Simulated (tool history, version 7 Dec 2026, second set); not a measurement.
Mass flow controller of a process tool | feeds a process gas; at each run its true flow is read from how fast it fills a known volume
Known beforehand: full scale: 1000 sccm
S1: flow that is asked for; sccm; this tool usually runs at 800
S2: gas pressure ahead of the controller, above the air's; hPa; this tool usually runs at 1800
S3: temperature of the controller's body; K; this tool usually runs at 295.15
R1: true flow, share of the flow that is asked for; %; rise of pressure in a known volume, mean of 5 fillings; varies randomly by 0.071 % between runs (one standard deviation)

Run 1, hour 0: usual settings. Result: R1 99.79 %.
Run 2, hour 41.2: usual settings. Result: R1 99.7 %.
Run 3, hour 130.6: usual settings. Result: R1 99.6 %.
Run 4, hour 209.4: usual settings. Result: R1 99.71 %.
Run 5, hour 304.6: usual settings. Result: R1 99.54 %.
Run 6, hour 351.1: usual settings but S3 307.15 K. Result: R1 98.25 %.
Run 7, hour 394.2: usual settings but S2 1670 hPa. Result: R1 99.45 %.
Run 8, hour 447.6: usual settings but S2 1480 hPa. Result: R1 99.51 %.
Run 9, hour 487: usual settings but S2 1480 hPa. Result: R1 99.66 %.
Run 10, hour 558: usual settings but S1 520 sccm. Result: R1 98.34 %.
Run 11, hour 629.6: usual settings but S1 520 sccm. Result: R1 98.31 %.
Run 12, hour 669.3: usual settings but S1 180 sccm, S3 305.15 K. Result: R1 96.08 %.
Run 13, hour 713.7: usual settings but S1 286 sccm, S2 1840 hPa, S3 306.15 K. Result: R1 96.19 %.
Run 14, hour 759.6: usual settings but S2 2190 hPa, S3 293.15 K. Result: R1 98.93 %.
Run 15, hour 807.9: usual settings but S1 372 sccm, S2 1490 hPa, S3 293.15 K. Result: R1 98.04 %.
Run 16, hour 883: usual settings but S1 372 sccm, S2 1490 hPa, S3 293.15 K. Result: R1 98.02 %.
Run 17, hour 980.1: usual settings but S1 248 sccm, S2 2430 hPa, S3 298.15 K. Result: R1 96.32 %.
Run 18, hour 1050.4: usual settings but S2 2470 hPa. Result: R1 98.13 %.

4 options for the next run, each taken on its own from the tool as it stands now. Forecast them:
Run A, hour 1116.4: usual settings but S1 534 sccm, S2 2470 hPa. Result: R1 ?.
Run B, hour 1116.4: usual settings but S1 254 sccm, S2 1820 hPa. Result: R1 ?.
Run C, hour 1116.4: usual settings but S1 380 sccm, S2 2470 hPa. Result: R1 ?.
Run D, hour 1116.4: usual settings but S1 121 sccm, S2 2690 hPa, S3 300.15 K. Result: R1 ?.

run     R1
  A  97.29
  B   96.9
  C  96.89
  D  95.29
Without the tool's hidden state the same runs would have given:
run     R1
  A  98.45
  B  98.07
  C  98.05
  D  96.43
